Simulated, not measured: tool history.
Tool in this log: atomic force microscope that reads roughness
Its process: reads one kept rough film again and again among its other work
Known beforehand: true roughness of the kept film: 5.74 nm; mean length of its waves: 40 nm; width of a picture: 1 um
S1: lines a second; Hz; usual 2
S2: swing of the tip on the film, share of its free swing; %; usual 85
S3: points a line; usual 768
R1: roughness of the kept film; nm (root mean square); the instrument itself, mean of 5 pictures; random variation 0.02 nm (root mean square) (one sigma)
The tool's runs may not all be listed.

| run | day | S1 | S2 | S3 | R1 |
|---|---|---|---|---|---|
| 1 | 0 | 2 | 85 | 768 | 4.127 |
| 2 | 0.854 | 2 | 85 | 768 | 3.979 |
|  | 1.233 | new tip fitted |
| 3 | 2.162 | 2 | 75 | 768 | 4.72 |
| 4 | 3.942 | 2 | 64 | 768 | 4.422 |
|  | 4.746 | new tip fitted |
| 5 | 5.654 | 1 | 85 | 768 | 4.793 |
| 6 | 6.862 | 1 | 85 | 768 | 4.474 |
|  | 8.296 | new tip fitted |
| 7 | 8.5 | 2 | 78 | 768 | 4.914 |
| 8 | 10.058 | 2 | 85 | 768 | 4.28 |
| 9 | 11.417 | 2 | 60 | 768 | 4.313 |
|  | 11.871 | new tip fitted |
| 10 | 13.204 | 2 | 60 | 768 | 4.759 |
| 11 | 14.342 | 2 | 60 | 768 | 4.505 |
|  | 15.5 | new tip fitted |
| 12 | 15.525 | 2 | 60 | 768 | 5.216 |
| 13 | 16.608 | 2 | 56 | 423 | 4.87 |
| 14 | 17.467 | 1.36 | 85 | 553 | 4.399 |
| 15 | 18.775 | 1.36 | 85 | 553 | 4.075 |
|  | 19.062 | new tip fitted |
| 16 | 20.179 | 0.8 | 85 | 473 | 4.749 |
| 17 | 21.742 | 0.8 | 85 | 473 | 4.335 |
|  | 21.912 | height scale calibrated on a step standard |
|  | 22.729 | new tip fitted |
| 18 | 23.392 | 0.8 | 79 | 301 | 4.961 |
| 19 | 24.262 | 0.89 | 85 | 393 | 4.668 |
|  | 25.071 | height scale calibrated on a step standard, once more |
| 20 | 25.404 | 2.51 | 56 | 840 | 4.427 |
|  | 26.325 | new tip fitted |
| 21 | 26.325 | 0.69 | 77 | 768 | 5.191 |
| 22 | 27.917 | 2.51 | 56 | 350 | 4.68 |
| 23 | 29.754 | 2.51 | 56 | 350 | 4.2 |
|  | 29.862 | new tip fitted |
| 24 | 31.042 | 1.79 | 73 | 768 | 4.736 |

Some steps in R1, run to run, broken into two amounts with sign: the step expected even without the hidden condition (settings, incoming material, random variation), and the rest, left for the hidden condition together with whatever gauge scatter is not in both the measured and the hidden-condition-free result:
The tool's hidden condition here consists of: radius of the tip, nm; height scale over the true one, %; drift of the gauge itself on roughness_nm, %.
Run 2 -> 3: S2 85 -> 75, new tip fitted. R1 +0.741 nm (root mean square): hidden state +0.538, all else +0.203.
Run 11 -> 12: new tip fitted. R1 +0.711 nm (root mean square): hidden state +0.755, all else -0.044.
Run 20 -> 21: S1 2.51 -> 0.69, S2 56 -> 77, S3 840 -> 768, new tip fitted. R1 +0.764 nm (root mean square): hidden state +0.796, all else -0.032.
